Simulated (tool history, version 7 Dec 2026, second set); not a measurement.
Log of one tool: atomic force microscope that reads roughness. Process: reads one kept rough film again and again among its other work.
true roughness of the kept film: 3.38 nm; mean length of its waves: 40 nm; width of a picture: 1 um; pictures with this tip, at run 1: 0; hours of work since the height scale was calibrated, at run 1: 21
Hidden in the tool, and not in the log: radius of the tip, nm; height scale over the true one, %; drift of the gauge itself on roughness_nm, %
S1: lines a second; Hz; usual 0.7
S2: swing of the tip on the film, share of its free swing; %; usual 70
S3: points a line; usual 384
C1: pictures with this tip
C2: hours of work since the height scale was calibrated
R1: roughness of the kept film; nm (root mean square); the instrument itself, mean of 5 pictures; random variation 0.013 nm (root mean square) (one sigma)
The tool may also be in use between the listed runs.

run	hour	S1	S2	S3	C1	C2	R1
1	0	0.7	70	384	0	21	3.158
2	26.7	0.7	70	384	22	34	3.087
3	50.4	0.7	70	384	41	47	3.004
4	76.4	0.7	70	384	62	60	2.955
5	91.3	0.7	70	384	74	68	2.93
6	104.7	0.7	70	384	84	75	2.88
7	136.5	0.7	70	384	110	92	2.815
# hour 163.6: new tip fitted
8	164.6	0.7	70	384	1	106	3.122
9	189.1	0.7	70	384	21	119	3.046
10	203.3	0.7	70	384	32	126	3.021
11	222.4	3.698	70	384	48	136	2.838
12	243.2	0.7	70	384	64	147	2.903
13	257.2	0.7	70	384	76	154	2.882
14	288.9	0.7	70	766	101	171	2.84
15	318.4	0.7	70	766	125	186	2.79
# hour 325.5: new tip fitted
16	343.5	0.7	70	766	15	199	3.103
17	362.2	0.7	70	766	30	209	3.037
18	380.2	0.7	70	766	44	218	2.997
19	404.3	2.189	70	384	64	231	2.86
20	436.2	0.7	70	778	89	247	2.874
21	449.2	0.7	70	778	100	254	2.863
22	470.2	0.7	70	384	117	265	2.782
# hour 487.6: new tip fitted
23	497.8	0.7	70	384	9	279	3.093
24	512.9	0.7	61	384	21	287	3.081
25	544.5	2.677	63	924	46	304	2.939
26	568.2	0.7	70	332	65	316	2.9
27	581.2	1.557	65	509	76	323	2.858
28	606.3	2.469	62	789	96	336	2.809
29	625.3	0.593	70	367	111	346	2.822
# hour 648.6: new tip fitted
30	652.7	0.593	70	367	3	360	3.123
31	666.9	2.75	57	690	14	367	3.06
32	686.8	2.106	78	772	30	377	2.922
# hour 689.8: height scale calibrated on a step standard
33	716.1	0.737	59	781	53	14	2.976
34	747.6	0.742	57	601	78	30	2.914
35	777.4	0.742	57	601	102	46	2.843
# hour 788.3: height scale calibrated on a step standard, once more
36	799	0.741	64	320	119	6	2.791
# hour 813: new tip fitted
37	813	0.741	64	320	0	13	3.132
38	839.2	0.741	64	320	21	26	3.097
39	864.5	2.238	59	320	41	39	2.98
40	879.1	1.325	82	274	53	47	2.884
41	894	2.028	81	384	65	55	2.822
42	917.1	2.028	81	384	84	67	2.764
43	931.6	2.028	81	384	95	74	2.732
44	951.7	1.535	85	889	112	85	2.706
# hour 975.8: new tip fitted
45	982.6	0.637	88	889	6	101	3.099
46	1002.5	1.092	85	310	22	111	2.96

Forecast each of these 3 alternatives for the next run:
A	1015.8	0.566	62	938	33	118	?
B	1015.8	0.516	65	805	33	118	?
C	1015.8	3.53	70	827	33	118	?

run	R1
A	3.054
B	3.042
C	2.886
Without the tool's hidden state the same runs would have given:
run	R1
A	3.172
B	3.159
C	2.997

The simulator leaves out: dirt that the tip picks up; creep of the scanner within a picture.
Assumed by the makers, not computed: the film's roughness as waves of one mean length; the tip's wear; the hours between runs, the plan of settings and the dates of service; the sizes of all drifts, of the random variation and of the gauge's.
